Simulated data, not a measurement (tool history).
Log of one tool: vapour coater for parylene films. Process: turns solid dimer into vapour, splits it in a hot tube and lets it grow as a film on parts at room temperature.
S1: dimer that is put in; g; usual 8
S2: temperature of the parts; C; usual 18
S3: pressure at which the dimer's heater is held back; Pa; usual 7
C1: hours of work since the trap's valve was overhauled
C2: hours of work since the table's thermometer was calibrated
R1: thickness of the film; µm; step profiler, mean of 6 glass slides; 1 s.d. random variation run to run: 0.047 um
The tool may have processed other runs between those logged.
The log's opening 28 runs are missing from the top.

run     day  S1  S2     S3   C1   C2    R1
 29  15.467   8  18  11.41  199  604  4.74
 30  16.167   7  23   7.83  213  618  3.83
 31  16.754   9  23   7.83  225  630  4.89
 32  17.246   7  23   6.21  235  639  3.96
 33  17.896   3  26   7.94  248  652  1.49
 34  18.396   3  26   7.94  258  662  1.49
 35  18.962   6  13   2.75  269  674  5.36
 36  19.592   6  13   2.75  282  686   5.2
 37  20.092   6  13   2.75  292  696  5.32
 38  20.425   6  13   2.75  298  703  5.27
 39  20.975   6  13   2.75  309  714  5.25
 40  21.483   6  24   2.42  319  724  3.91
 41  21.838   6  14   2.71  327  731  5.12
 42  22.396   6  14   2.71  338  742  5.16
 43  23.083   3  18   4.88  351  756     2
 44  23.779   8  26      7  365  770  3.91

Below are 4 alternative next runs, each starting from the tool's condition after run 44. Predict each:
  A  24.271   8  26     7  375  780   ?
  B  24.271   8  18   5.8  375  780   ?
  C  24.271  10  24  8.08  375  780   ?
  D  24.271   8  18  4.95  375  780   ?

run    R1
  A  3.94
  B  5.27
  C  5.13
  D  5.35
Had the tool no hidden state, the same runs would have come out as:
run    R1
  A  4.16
  B  5.57
  C  5.42
  D  5.66
